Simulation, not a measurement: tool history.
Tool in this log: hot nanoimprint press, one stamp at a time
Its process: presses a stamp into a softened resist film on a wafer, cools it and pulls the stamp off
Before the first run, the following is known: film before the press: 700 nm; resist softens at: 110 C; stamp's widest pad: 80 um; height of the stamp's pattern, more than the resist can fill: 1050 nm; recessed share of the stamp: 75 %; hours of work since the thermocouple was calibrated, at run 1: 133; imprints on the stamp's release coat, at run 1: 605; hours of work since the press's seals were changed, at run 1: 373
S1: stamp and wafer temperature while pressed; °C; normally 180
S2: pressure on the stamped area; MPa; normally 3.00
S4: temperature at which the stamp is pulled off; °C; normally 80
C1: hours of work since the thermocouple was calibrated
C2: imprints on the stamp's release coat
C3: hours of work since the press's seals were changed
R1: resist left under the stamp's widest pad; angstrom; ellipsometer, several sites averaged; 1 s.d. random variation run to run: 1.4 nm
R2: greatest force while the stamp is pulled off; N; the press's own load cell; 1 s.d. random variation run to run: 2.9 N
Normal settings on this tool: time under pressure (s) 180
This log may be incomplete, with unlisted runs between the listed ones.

{"run": 1, "hour": 0.0, "S1": 180, "S2": 3.0, "time under pressure (s)": 180, "S4": 80, "C1": 133, "C2": 605, "C3": 373, "R1": 3216, "R2": 168}
{"run": 2, "hour": 35.5, "S1": 180, "S2": 3.0, "time under pressure (s)": 180, "S4": 80, "C1": 157, "C2": 715, "C3": 398, "R1": 3167, "R2": 179}
{"run": 3, "hour": 57.6, "S1": 180, "S2": 3.0, "time under pressure (s)": 180, "S4": 84, "C1": 172, "C2": 783, "C3": 413, "R1": 3170, "R2": 172}
{"run": 4, "hour": 98.4, "S1": 180, "S2": 3.0, "time under pressure (s)": 180, "S4": 84, "C1": 200, "C2": 909, "C3": 440, "R1": 3166, "R2": 181}
{"run": 5, "hour": 133.2, "S1": 180, "S2": 3.0, "time under pressure (s)": 180, "S4": 80, "C1": 224, "C2": 1017, "C3": 464, "R1": 3136, "R2": 196}
{"hour": 163.6, "done": "stamp cleaned and given a new release coat"}
{"run": 6, "hour": 176.7, "S1": 180, "S2": 3.0, "time under pressure (s)": 180, "S4": 80, "C1": 249, "C2": 40, "C3": 489, "R1": 3120, "R2": 139}
{"run": 7, "hour": 224.5, "S1": 180, "S2": 3.0, "time under pressure (s)": 180, "S4": 80, "C1": 281, "C2": 188, "C3": 522, "R1": 3109, "R2": 149}
{"hour": 246.3, "done": "plate thermocouple calibrated"}
{"run": 8, "hour": 273.1, "S1": 180, "S2": 3.0, "time under pressure (s)": 180, "S4": 80, "C1": 18, "C2": 329, "C3": 553, "R1": 3004, "R2": 157}
{"run": 9, "hour": 294.5, "S1": 180, "S2": 3.0, "time under pressure (s)": 180, "S4": 75, "C1": 33, "C2": 395, "C3": 567, "R1": 3012, "R2": 160}
{"run": 10, "hour": 321.6, "S1": 180, "S2": 3.0, "time under pressure (s)": 180, "S4": 80, "C1": 51, "C2": 479, "C3": 586, "R1": 3004, "R2": 159}
{"run": 11, "hour": 349.6, "S1": 180, "S2": 3.0, "time under pressure (s)": 180, "S4": 80, "C1": 70, "C2": 565, "C3": 605, "R1": 2965, "R2": 160}
{"run": 12, "hour": 380.5, "S1": 180, "S2": 3.0, "time under pressure (s)": 180, "S4": 80, "C1": 91, "C2": 660, "C3": 626, "R1": 2970, "R2": 167}
{"hour": 416.3, "done": "plate thermocouple calibrated, once more"}
{"run": 13, "hour": 429.7, "S1": 180, "S2": 3.0, "time under pressure (s)": 105, "S4": 80, "C1": 9, "C2": 803, "C3": 657, "R1": 3942, "R2": 187}
{"run": 14, "hour": 455.4, "S1": 181, "S2": 3.0, "time under pressure (s)": 105, "S4": 80, "C1": 27, "C2": 882, "C3": 674, "R1": 3783, "R2": 192}
{"run": 15, "hour": 481.9, "S1": 181, "S2": 3.0, "time under pressure (s)": 105, "S4": 80, "C1": 45, "C2": 964, "C3": 692, "R1": 3814, "R2": 199}
{"run": 16, "hour": 515.0, "S1": 168, "S2": 3.37, "time under pressure (s)": 221, "S4": 75, "C1": 67, "C2": 1066, "C3": 715, "R1": 4783, "R2": 223}
{"hour": 527.6, "done": "stamp cleaned and given a new release coat"}
{"run": 17, "hour": 555.7, "S1": 168, "S2": 3.37, "time under pressure (s)": 221, "S4": 75, "C1": 91, "C2": 86, "C3": 738, "R1": 4783, "R2": 155}
{"run": 18, "hour": 600.1, "S1": 168, "S2": 3.37, "time under pressure (s)": 221, "S4": 75, "C1": 121, "C2": 224, "C3": 769, "R1": 4760, "R2": 160}
{"run": 19, "hour": 644.5, "S1": 168, "S2": 3.37, "time under pressure (s)": 221, "S4": 75, "C1": 151, "C2": 361, "C3": 799, "R1": 4735, "R2": 168}
{"run": 20, "hour": 665.8, "S1": 168, "S2": 3.37, "time under pressure (s)": 221, "S4": 75, "C1": 165, "C2": 426, "C3": 813, "R1": 4741, "R2": 176}
{"run": 21, "hour": 705.9, "S1": 168, "S2": 3.37, "time under pressure (s)": 221, "S4": 75, "C1": 193, "C2": 550, "C3": 840, "R1": 4688, "R2": 184}
{"run": 22, "hour": 731.3, "S1": 170, "S2": 3.37, "time under pressure (s)": 221, "S4": 75, "C1": 210, "C2": 629, "C3": 858, "R1": 4342, "R2": 184}
{"run": 23, "hour": 765.3, "S1": 180, "S2": 2.02, "time under pressure (s)": 180, "S4": 69, "C1": 233, "C2": 734, "C3": 881, "R1": 3647, "R2": 208}
{"run": 24, "hour": 790.2, "S1": 180, "S2": 2.02, "time under pressure (s)": 180, "S4": 69, "C1": 250, "C2": 810, "C3": 898, "R1": 3625, "R2": 207}
{"run": 25, "hour": 813.8, "S1": 184, "S2": 2.02, "time under pressure (s)": 180, "S4": 69, "C1": 266, "C2": 883, "C3": 914, "R1": 3072, "R2": 213}
{"run": 26, "hour": 852.4, "S1": 184, "S2": 2.02, "time under pressure (s)": 129, "S4": 87, "C1": 292, "C2": 1003, "C3": 940, "R1": 3506, "R2": 173}
{"hour": 859.4, "done": "plate thermocouple calibrated"}
{"hour": 889.8, "done": "stamp cleaned and given a new release coat"}
{"run": 27, "hour": 896.7, "S1": 184, "S2": 3.95, "time under pressure (s)": 140, "S4": 87, "C1": 21, "C2": 22, "C3": 964, "R1": 2708, "R2": 127}
{"run": 28, "hour": 928.5, "S1": 182, "S2": 3.0, "time under pressure (s)": 180, "S4": 81, "C1": 43, "C2": 120, "C3": 985, "R1": 2996, "R2": 146}
{"hour": 972.0, "done": "press's hydraulic seals changed and the load cell set to zero"}
{"run": 29, "hour": 975.6, "S1": 192, "S2": 3.05, "time under pressure (s)": 286, "S4": 67, "C1": 69, "C2": 241, "C3": 2, "R1": 1491, "R2": 178}

Below are 4 alternative next runs, each starting from the tool's condition after run 29. Predict each:
{"run": "A", "hour": 1012.0, "S1": 178, "S2": 3.0, "time under pressure (s)": 221, "S4": 75, "C1": 94, "C2": 353, "C3": 27, "R1": "?", "R2": "?"}
{"run": "B", "hour": 1012.0, "S1": 173, "S2": 2.03, "time under pressure (s)": 286, "S4": 67, "C1": 94, "C2": 353, "C3": 27, "R1": "?", "R2": "?"}
{"run": "C", "hour": 1012.0, "S1": 192, "S2": 4.16, "time under pressure (s)": 286, "S4": 67, "C1": 94, "C2": 353, "C3": 27, "R1": "?", "R2": "?"}
{"run": "D", "hour": 1012.0, "S1": 175, "S2": 3.0, "time under pressure (s)": 167, "S4": 80, "C1": 94, "C2": 353, "C3": 27, "R1": "?", "R2": "?"}

run=A R1=3246 R2=166
run=B R1=4239 R2=181
run=C R1=1282 R2=189
run=D R1=4071 R2=162
With no hidden state in the tool, these same runs would have given:
run=A R1=3275 R2=145
run=B R1=4278 R2=158
run=C R1=1291 R2=165
run=D R1=4104 R2=142

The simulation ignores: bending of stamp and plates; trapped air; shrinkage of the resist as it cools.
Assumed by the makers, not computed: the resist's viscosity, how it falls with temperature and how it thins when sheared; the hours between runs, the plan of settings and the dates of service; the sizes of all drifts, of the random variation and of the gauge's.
